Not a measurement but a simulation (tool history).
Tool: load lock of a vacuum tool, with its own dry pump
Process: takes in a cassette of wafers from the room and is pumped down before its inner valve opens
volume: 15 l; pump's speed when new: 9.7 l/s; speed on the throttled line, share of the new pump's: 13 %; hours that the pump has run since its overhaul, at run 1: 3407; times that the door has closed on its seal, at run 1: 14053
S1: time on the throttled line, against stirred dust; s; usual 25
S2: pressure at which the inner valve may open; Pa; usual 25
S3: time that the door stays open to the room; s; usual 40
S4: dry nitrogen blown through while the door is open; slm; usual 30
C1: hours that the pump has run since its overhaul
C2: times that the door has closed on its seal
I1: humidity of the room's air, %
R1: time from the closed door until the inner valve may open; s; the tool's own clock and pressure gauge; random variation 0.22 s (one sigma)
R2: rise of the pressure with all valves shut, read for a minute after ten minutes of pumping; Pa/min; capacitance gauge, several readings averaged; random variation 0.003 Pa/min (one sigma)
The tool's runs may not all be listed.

Run 1, hour 0: usual settings; C1 3407; C2 14053; I1 42.1. Result: R1 34.6 s, R2 0.31 Pa/min.
Run 2, hour 93.9: usual settings; C1 3501; C2 14237; I1 43.6. Result: R1 34.5 s, R2 0.31 Pa/min.
Run 3, hour 218.5: usual settings; C1 3625; C2 14481; I1 43.9. Result: R1 34.8 s, R2 0.324 Pa/min.
Run 4, hour 361.1: usual settings; C1 3768; C2 14760; I1 44.7. Result: R1 34.8 s, R2 0.335 Pa/min.
Run 5, hour 458.5: usual settings but S4 16 slm; C1 3865; C2 14951; I1 47.3. Result: R1 34.5 s, R2 0.348 Pa/min.
Run 6, hour 549.4: usual settings but S4 16 slm; C1 3956; C2 15129; I1 46.5. Result: R1 35 s, R2 0.351 Pa/min.
Run 7, hour 691: usual settings but S1 44 s; C1 4098; C2 15406; I1 42.6. Result: R1 51.2 s, R2 0.344 Pa/min.
Run 8, hour 827.1: usual settings but S2 49 Pa; C1 4234; C2 15673; I1 46.8. Result: R1 33.9 s, R2 0.363 Pa/min.
Run 9, hour 949.9: usual settings but S2 49 Pa; C1 4357; C2 15913; I1 44.8. Result: R1 33.6 s, R2 0.372 Pa/min.
Run 10, hour 1069.4: usual settings but S2 29 Pa; C1 4476; C2 16147; I1 43.7. Result: R1 34.3 s, R2 0.375 Pa/min.
Run 11, hour 1206.4: usual settings but S3 159 s; C1 4613; C2 16416; I1 44.3. Result: R1 34.9 s, R2 0.423 Pa/min.
Run 12, hour 1311: usual settings but S2 31 Pa, S3 159 s; C1 4718; C2 16621; I1 44.6. Result: R1 34.2 s, R2 0.44 Pa/min.
Run 13, hour 1377.2: usual settings but S2 31 Pa, S3 159 s; C1 4784; C2 16750; I1 45.2. Result: R1 34.5 s, R2 0.43 Pa/min.
Run 14, hour 1463.3: usual settings but S2 22 Pa, S3 159 s; C1 4870; C2 16919; I1 46.5. Result: R1 35 s, R2 0.448 Pa/min.
Run 15, hour 1558.2: usual settings but S2 22 Pa, S3 159 s; C1 4965; C2 17105; I1 44.4. Result: R1 34.7 s, R2 0.441 Pa/min.
Run 16, hour 1637.8: usual settings; C1 5045; C2 17261; I1 41.8. Result: R1 34.9 s, R2 0.414 Pa/min.
Run 17, hour 1779.5: usual settings; C1 5186; C2 17538; I1 44. Result: R1 35.3 s, R2 0.428 Pa/min.
Run 18, hour 1920.9: usual settings but S4 10 slm; C1 5328; C2 17815; I1 42.9. Result: R1 35 s, R2 0.454 Pa/min.
Run 19, hour 2013: usual settings but S4 10 slm; C1 5420; C2 17996; I1 45.3. Result: R1 35.4 s, R2 0.45 Pa/min.
Run 20, hour 2142.3: usual settings but S3 81 s, S4 8 slm; C1 5549; C2 18249; I1 47.2. Result: R1 35.3 s, R2 0.492 Pa/min.
Run 21, hour 2208.9: usual settings but S3 81 s, S4 8 slm; C1 5616; C2 18380; I1 49.1. Result: R1 35 s, R2 0.492 Pa/min.
Run 22, hour 2282.9: usual settings but S1 19 s, S3 90 s, S4 43 slm; C1 5690; C2 18525; I1 46. Result: R1 29.7 s, R2 0.476 Pa/min.
Run 23, hour 2396.4: usual settings but S1 19 s, S3 90 s, S4 43 slm; C1 5803; C2 18747; I1 43.8. Result: R1 29.6 s, R2 0.493 Pa/min.
Run 24, hour 2465.1: usual settings but S1 28 s, S4 17 slm; C1 5872; C2 18881; I1 45.2. Result: R1 37.7 s, R2 0.489 Pa/min.
Run 25, hour 2548.7: usual settings but S1 28 s, S4 17 slm; C1 5955; C2 19045; I1 40.7. Result: R1 37.9 s, R2 0.491 Pa/min.
Run 26, hour 2658.6: usual settings but S4 6 slm; C1 6065; C2 19260; I1 45.4. Result: R1 35.1 s, R2 0.499 Pa/min.
Run 27, hour 2789.2: usual settings but S4 6 slm; C1 6196; C2 19516; I1 43.7. Result: R1 35.1 s, R2 0.518 Pa/min.
Run 28, hour 2881.5: usual settings but S4 6 slm; C1 6288; C2 19697; I1 48.7. Result: R1 35.1 s, R2 0.547 Pa/min.
Run 29, hour 2961: usual settings but S2 35 Pa, S4 9 slm; C1 6368; C2 19853; I1 44.9. Result: R1 34.5 s, R2 0.529 Pa/min.
Run 30, hour 3098.9: usual settings but S2 35 Pa, S4 9 slm; C1 6506; C2 20123; I1 47. Result: R1 34.7 s, R2 0.555 Pa/min.
Run 31, hour 3211.9: usual settings but S2 35 Pa, S4 9 slm; C1 6619; C2 20344; I1 43.4. Result: R1 34.4 s, R2 0.535 Pa/min.
Run 32, hour 3271.8: usual settings but S2 35 Pa, S4 9 slm; C1 6679; C2 20462; I1 43.5. Result: R1 34.5 s, R2 0.563 Pa/min.
Run 33, hour 3351.4: usual settings but S3 90 s, S4 14 slm; C1 6758; C2 20617; I1 47. Result: R1 35.3 s, R2 0.585 Pa/min.
Run 34, hour 3425.3: usual settings but S3 30 s, S4 14 slm; C1 6832; C2 20762; I1 45.1. Result: R1 35.2 s, R2 0.56 Pa/min.
Run 35, hour 3519.2: usual settings but S2 22 Pa, S3 34 s; C1 6926; C2 20946; I1 43.6. Result: R1 35.6 s, R2 0.556 Pa/min.
Run 36, hour 3645.7: usual settings but S1 14 s, S2 31 Pa, S3 110 s; C1 7052; C2 21194; I1 42.3. Result: R1 25.6 s, R2 0.606 Pa/min.

Forecast each of these 4 alternatives for the next run:
Run A, hour 3776.8: usual settings but S1 14 s, S2 31 Pa, S3 140 s; C1 7184; C2 21451; I1 42.7. Result: R1 ?, R2 ?.
Run B, hour 3776.8: usual settings but S1 14 s, S2 45 Pa; C1 7184; C2 21451; I1 45.6. Result: R1 ?, R2 ?.
Run C, hour 3776.8: usual settings but S1 13 s, S2 31 Pa, S3 110 s; C1 7184; C2 21451; I1 44.2. Result: R1 ?, R2 ?.
Run D, hour 3776.8: usual settings but S1 27 s, S4 36 slm; C1 7184; C2 21451; I1 42.9. Result: R1 ?, R2 ?.

run    R1     R2
  A  25.1  0.616
  B  24.6  0.587
  C  24.5  0.609
  D    37  0.587
Without the tool's hidden state the same runs would have given:
run    R1     R2
  A  24.5  0.068
  B    24   0.04
  C  23.8  0.057
  D  36.4  0.035

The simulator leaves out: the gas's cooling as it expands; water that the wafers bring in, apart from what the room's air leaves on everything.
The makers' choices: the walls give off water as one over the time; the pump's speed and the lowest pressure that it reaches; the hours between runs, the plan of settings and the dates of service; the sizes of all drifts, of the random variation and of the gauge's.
